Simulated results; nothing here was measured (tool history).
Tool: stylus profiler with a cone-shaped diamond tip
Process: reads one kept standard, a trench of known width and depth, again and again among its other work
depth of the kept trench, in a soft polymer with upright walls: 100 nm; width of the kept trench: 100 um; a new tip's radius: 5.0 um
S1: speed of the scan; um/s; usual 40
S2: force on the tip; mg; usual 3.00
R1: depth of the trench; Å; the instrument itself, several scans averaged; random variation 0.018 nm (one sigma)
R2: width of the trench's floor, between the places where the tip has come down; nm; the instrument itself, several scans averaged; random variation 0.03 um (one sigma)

run 1 hour=0.0 | S1=40 S2=3.00 | R1=1007.5 R2=97750
run 2 hour=10.4 | S1=40 S2=3.00 | R1=1007.1 R2=97710
run 3 hour=21.2 | S1=40 S2=1.91 | R1=1006.0 R2=97750
run 4 hour=32.9 | S1=40 S2=4.76 | R1=1009.6 R2=97800
run 5 hour=43.0 | S1=40 S2=4.76 | R1=1009.9 R2=97760
run 6 hour=61.1 | S1=40 S2=1.06 | R1=1004.3 R2=97660
run 7 hour=77.4 | S1=30 S2=3.00 | R1=1007.3 R2=97760
run 8 hour=92.3 | S1=30 S2=3.00 | R1=1007.5 R2=97750
run 9 hour=110.9 | S1=40 S2=3.00 | R1=1007.8 R2=97700
run 10 hour=133.4 | S1=40 S2=3.00 | R1=1007.8 R2=97720
run 11 hour=153.7 | S1=41 S2=3.00 | R1=1007.7 R2=97740
run 12 hour=165.1 | S1=40 S2=3.00 | R1=1007.6 R2=97750
run 13 hour=187.1 | S1=40 S2=1.06 | R1=1004.4 R2=97660
run 14 hour=200.5 | S1=40 S2=1.06 | R1=1004.9 R2=97590
run 15 hour=223.9 | S1=40 S2=1.15 | R1=1004.9 R2=97640
run 16 hour=234.4 | S1=40 S2=1.15 | R1=1005.1 R2=97640
-- hour=236.8 height scale calibrated on a step standard
run 17 hour=253.1 | S1=20 S2=6.75 | R1=1012.8 R2=97800
run 18 hour=275.0 | S1=18 S2=6.48 | R1=1012.5 R2=97800
-- hour=283.5 height scale calibrated on a step standard, once more
run 19 hour=294.9 | S1=77 S2=2.45 | R1=1005.9 R2=97530
run 20 hour=306.7 | S1=77 S2=2.45 | R1=1005.6 R2=97540
run 21 hour=317.7 | S1=153 S2=2.67 | R1=1006.3 R2=97240
run 22 hour=328.0 | S1=21 S2=4.18 | R1=1008.3 R2=97710
run 23 hour=339.2 | S1=33 S2=3.30 | R1=1007.1 R2=97710
run 24 hour=357.0 | S1=33 S2=3.30 | R1=1007.4 R2=97710
run 25 hour=373.3 | S1=13 S2=2.33 | R1=1005.8 R2=97770
run 26 hour=385.0 | S1=28 S2=3.00 | R1=1006.8 R2=97670
run 27 hour=399.8 | S1=22 S2=2.09 | R1=1005.8 R2=97720
run 28 hour=418.8 | S1=12 S2=5.99 | R1=1010.1 R2=97760
run 29 hour=442.7 | S1=12 S2=5.99 | R1=1010.2 R2=97780

4 ways to go on from here, each from the tool as it stands after run 29. What would each give?
run A hour=454.8 | S1=29 S2=5.41 | R1=? R2=?
run B hour=454.8 | S1=51 S2=2.49 | R1=? R2=?
run C hour=454.8 | S1=144 S2=5.99 | R1=? R2=?
run D hour=454.8 | S1=150 S2=1.23 | R1=? R2=?

run=A R1=1009.6 R2=97710
run=B R1=1006.5 R2=97560
run=C R1=1010.3 R2=97440
run=D R1=1004.1 R2=97010
Without the tool's hidden state the same runs would have given:
run=A R1=1008.9 R2=97920
run=B R1=1005.8 R2=97770
run=C R1=1009.6 R2=97650
run=D R1=1003.4 R2=97220

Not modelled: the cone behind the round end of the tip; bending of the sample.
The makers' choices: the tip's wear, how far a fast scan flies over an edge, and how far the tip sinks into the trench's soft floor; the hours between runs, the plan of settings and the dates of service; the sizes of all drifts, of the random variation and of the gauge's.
